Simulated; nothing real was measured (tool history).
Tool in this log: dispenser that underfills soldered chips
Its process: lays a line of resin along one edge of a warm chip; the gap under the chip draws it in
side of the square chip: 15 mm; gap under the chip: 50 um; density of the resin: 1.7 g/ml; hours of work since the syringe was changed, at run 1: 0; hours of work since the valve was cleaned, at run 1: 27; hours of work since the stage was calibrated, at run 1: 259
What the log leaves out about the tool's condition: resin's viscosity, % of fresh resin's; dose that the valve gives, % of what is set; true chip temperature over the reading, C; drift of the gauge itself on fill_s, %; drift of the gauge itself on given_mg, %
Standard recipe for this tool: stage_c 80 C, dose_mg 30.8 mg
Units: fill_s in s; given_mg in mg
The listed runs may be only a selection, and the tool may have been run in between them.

run,hour,stage_c,dose_mg,hours of work since the syringe was changed,hours of work since the valve was cleaned,hours of work since the stage was calibrated,fill_s,given_mg
1,0.0,80,30.8,0,27,259,124.4,30.25
2,9.8,83,30.8,7,34,266,182.8,30.13
# hour 12.7: new syringe of resin
# hour 25.6: new syringe of resin
3,25.6,83,30.8,0,45,277,108.0,29.87
# hour 38.5: new syringe of resin
4,40.0,83,30.8,1,56,288,114.0,29.77
# hour 51.3: new syringe of resin
5,53.6,83,30.8,2,66,298,122.3,29.52
# hour 59.1: dispensing valve cleaned and set on the balance
# hour 65.7: new syringe of resin
6,66.6,83,30.8,1,5,306,108.8,30.70
# hour 78.7: new syringe of resin
7,82.3,66,30.8,3,17,318,265.3,30.54
# hour 91.1: new syringe of resin
8,95.7,81,30.8,3,26,327,146.8,30.29
# hour 104.4: new syringe of resin
9,110.0,80,30.8,4,37,338,158.2,29.92
# hour 117.5: new syringe of resin
10,118.8,80,30.8,1,43,344,128.2,30.02
# hour 130.7: new syringe of resin
11,131.0,80,30.8,0,52,353,125.6,29.96
12,139.9,80,30.8,7,58,359,194.6,29.86
# hour 143.6: new syringe of resin
13,146.7,80,31.6,2,63,364,141.9,30.43
# hour 155.3: dispensing valve cleaned and set on the balance
14,155.3,72,30.8,8,0,370,293.9,30.73
# hour 157.4: new syringe of resin
15,162.1,86,30.8,3,5,375,118.6,30.64
# hour 170.4: new syringe of resin
16,175.7,80,30.8,4,15,384,152.3,30.51
# hour 183.9: new syringe of resin
17,188.2,80,30.8,3,24,393,149.2,30.11
# hour 197.0: new syringe of resin
18,199.6,80,30.8,2,32,402,133.1,30.29
# hour 209.6: new syringe of resin
19,210.6,78,33.5,1,40,410,136.1,32.67

What will run 20 give?
20,218.9,78,34.7,7,46,416,?,?

{"run 20": {"fill_s": 204.1, "given_mg": 33.68}}
On a tool with no hidden condition, and with the same random variation, this run would have come out at fill_s 143.3 s, given_mg 34.66 mg.
